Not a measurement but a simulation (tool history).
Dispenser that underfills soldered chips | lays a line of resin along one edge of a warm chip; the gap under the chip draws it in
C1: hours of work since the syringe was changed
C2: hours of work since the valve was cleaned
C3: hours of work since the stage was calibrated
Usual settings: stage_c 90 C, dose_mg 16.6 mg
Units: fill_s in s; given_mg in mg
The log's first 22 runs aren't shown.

-- day=5.404 new syringe of resin
run 23 day=5.721 | stage_c=78 dose_mg=15.1 | C1=6 C2=15 C3=272 | fill_s=127.8 given_mg=15.03
-- day=5.871 new syringe of resin
run 24 day=6.012 | stage_c=83 dose_mg=16.8 | C1=3 C2=20 C3=278 | fill_s=88.2 given_mg=16.54
-- day=6.354 new syringe of resin
run 25 day=6.358 | stage_c=98 dose_mg=16.0 | C1=0 C2=26 C3=284 | fill_s=46.6 given_mg=15.70
run 26 day=6.621 | stage_c=92 dose_mg=19.6 | C1=5 C2=31 C3=289 | fill_s=71.6 given_mg=19.23
-- day=6.846 new syringe of resin
run 27 day=6.888 | stage_c=96 dose_mg=15.9 | C1=1 C2=36 C3=293 | fill_s=52.9 given_mg=15.61
run 28 day=7.125 | stage_c=102 dose_mg=16.6 | C1=5 C2=40 C3=298 | fill_s=51.8 given_mg=16.23
-- day=7.338 new syringe of resin
run 29 day=7.362 | stage_c=86 dose_mg=19.2 | C1=0 C2=44 C3=302 | fill_s=73.0 given_mg=18.72
run 30 day=7.688 | stage_c=86 dose_mg=19.2 | C1=6 C2=50 C3=308 | fill_s=94.6 given_mg=18.45
-- day=7.808 new syringe of resin
run 31 day=8.042 | stage_c=90 dose_mg=16.5 | C1=4 C2=57 C3=314 | fill_s=74.8 given_mg=15.94
-- day=8.288 new syringe of resin
run 32 day=8.383 | stage_c=103 dose_mg=17.5 | C1=2 C2=63 C3=320 | fill_s=40.5 given_mg=16.80
-- day=8.683 dispensing valve cleaned and set on the balance
run 33 day=8.775 | stage_c=76 dose_mg=19.4 | C1=8 C2=2 C3=327 | fill_s=146.9 given_mg=19.38
-- day=8.812 new syringe of resin
run 34 day=8.988 | stage_c=90 dose_mg=19.9 | C1=3 C2=5 C3=330 | fill_s=68.9 given_mg=19.90
run 35 day=9.188 | stage_c=105 dose_mg=16.9 | C1=7 C2=9 C3=334 | fill_s=49.4 given_mg=16.86

Forecast each of these 3 alternatives for the next run:
-- day=9.296 new syringe of resin
run A day=9.367 | stage_c=104 dose_mg=14.4 | C1=1 C2=12 C3=337 | fill_s=? given_mg=?
-- day=9.296 new syringe of resin
run B day=9.367 | stage_c=90 dose_mg=17.9 | C1=1 C2=12 C3=337 | fill_s=? given_mg=?
-- day=9.296 new syringe of resin
run C day=9.367 | stage_c=75 dose_mg=16.6 | C1=1 C2=12 C3=337 | fill_s=? given_mg=?

run=A fill_s=39.4 given_mg=14.42
run=B fill_s=62.9 given_mg=17.75
run=C fill_s=110.8 given_mg=16.58
Without the tool's hidden state the same runs would have given:
run=A fill_s=40.8 given_mg=14.48
run=B fill_s=65.7 given_mg=17.83
run=C fill_s=116.6 given_mg=16.66
